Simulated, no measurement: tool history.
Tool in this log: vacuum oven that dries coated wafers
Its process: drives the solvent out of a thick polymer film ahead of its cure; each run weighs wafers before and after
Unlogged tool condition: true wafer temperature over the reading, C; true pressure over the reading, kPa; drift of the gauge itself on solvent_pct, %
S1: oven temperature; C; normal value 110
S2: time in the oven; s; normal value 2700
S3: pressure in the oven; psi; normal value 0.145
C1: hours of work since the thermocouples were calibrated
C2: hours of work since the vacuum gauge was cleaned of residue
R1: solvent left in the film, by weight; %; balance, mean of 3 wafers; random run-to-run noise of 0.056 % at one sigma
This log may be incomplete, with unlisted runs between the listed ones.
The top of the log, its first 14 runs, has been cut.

run	hour	S1	S2	S3	C1	C2	R1
15	1272.7	110	1980	0.145	1109	1922	3.62
16	1364.1	110	2700	0.145	1165	1979	2.38
17	1428.9	110	2700	0.145	1205	2019	2.35
18	1497.7	110	2700	0.145	1247	2061	2.28
19	1581.8	110	2700	0.145	1299	2113	2.46
# hour 1662.1: oven's thermocouples calibrated
20	1668.9	110	1380	0.145	4	2166	6.05
21	1780.4	110	2700	0.145	73	2235	2.88
22	1849	110	1680	0.145	115	2277	4.89
23	1938	113	2700	0.145	170	2332	2.21
24	1991.2	113	2700	0.145	203	2365	2.16
25	2102.1	113	1380	0.152	272	2433	4.73
26	2152.5	113	3840	0.222	303	2464	1.67
27	2237.5	99	4140	0.222	355	2517	4.7
28	2300.6	99	4140	0.222	394	2556	4.91
29	2362.3	100	1440	0.316	432	2594	9.41
30	2465.3	100	1440	0.316	496	2657	9.53
31	2539.9	100	1440	0.316	542	2703	9.43
32	2607.6	112	2700	0.276	584	2745	2.85
33	2688.1	111	2700	0.113	633	2795	2.37

Estimate the outcome of run 34 from the log above:
34	2744.1	103	4680	0.09	668	2829	?

Run 34 gave R1 2.45 %.
Had the tool carried no hidden state, the very same run would have given R1 2.03 %.

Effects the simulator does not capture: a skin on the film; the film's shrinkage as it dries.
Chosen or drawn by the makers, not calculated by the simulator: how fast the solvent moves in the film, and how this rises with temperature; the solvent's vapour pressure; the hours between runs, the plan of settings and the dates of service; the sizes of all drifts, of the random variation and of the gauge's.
